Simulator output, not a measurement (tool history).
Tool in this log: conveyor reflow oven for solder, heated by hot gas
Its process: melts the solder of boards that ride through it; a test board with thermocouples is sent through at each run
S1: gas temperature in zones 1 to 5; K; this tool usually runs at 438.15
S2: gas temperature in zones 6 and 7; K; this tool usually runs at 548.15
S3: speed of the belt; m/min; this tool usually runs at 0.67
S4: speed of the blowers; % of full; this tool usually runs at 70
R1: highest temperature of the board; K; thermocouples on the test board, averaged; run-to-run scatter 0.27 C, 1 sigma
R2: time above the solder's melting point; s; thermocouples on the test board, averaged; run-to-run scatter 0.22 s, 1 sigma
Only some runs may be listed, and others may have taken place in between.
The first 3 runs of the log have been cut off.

run   hour      S1      S2     S3  S4      R1    R2
  4     78  438.15  548.15   0.67  70  526.25  50.7
  5  113.6  442.15  548.15   0.67  70  526.05  51.8
  6  142.2  442.15  548.15   0.67  70  526.35  51.9
  7  170.3  442.15  547.15   0.67  70  524.75  50.7
  8  198.4  442.15  547.15   0.67  70  524.45  50.4
  9  234.5  438.15  548.15   0.67  70  524.15  49.2
 10  252.7  438.15  548.15   0.67  61  521.75  46.5
 11    287  438.15  548.15   0.67  61  521.35  46.2
 12  310.8  438.15  548.15   0.67  61  521.65  45.9
     330.6  -- flux residue cleaned out of gas plates and filters
 13  337.8  438.15  548.15   0.67  70  525.95  50.2
     359.5  -- belt drive overhauled, speed set with a stopwatch
 14  376.9  438.15  548.15   0.67  70  524.95  49.4
 15  397.9  438.15  548.15   0.67  70  525.15  49.2
 16  426.3  432.15  548.15  0.719  52  514.95  35.3
 17  453.4  432.15  552.15  0.719  52  518.35  37.9
 18  478.6  432.15  552.15  0.719  52  518.45  37.8
 19  494.7  424.15  548.15  0.579  82  528.75  57.7
 20  519.5  424.15  548.15  0.579  82  528.55  57.3
 21  546.9  438.15  551.15   0.67  70  525.75  49.7
 22  578.8  438.15  551.15   0.67  70  525.35  49.4

Run 23 is up next; what results do you expect?
 23  605.5  438.15  551.15  0.738  89   ?   ?

Run 23 yielded R1 524.15 K, R2 44.1 s.
Minus the tool's unlogged condition, the same run would have read R1 529.15 K, R2 47.7 s.

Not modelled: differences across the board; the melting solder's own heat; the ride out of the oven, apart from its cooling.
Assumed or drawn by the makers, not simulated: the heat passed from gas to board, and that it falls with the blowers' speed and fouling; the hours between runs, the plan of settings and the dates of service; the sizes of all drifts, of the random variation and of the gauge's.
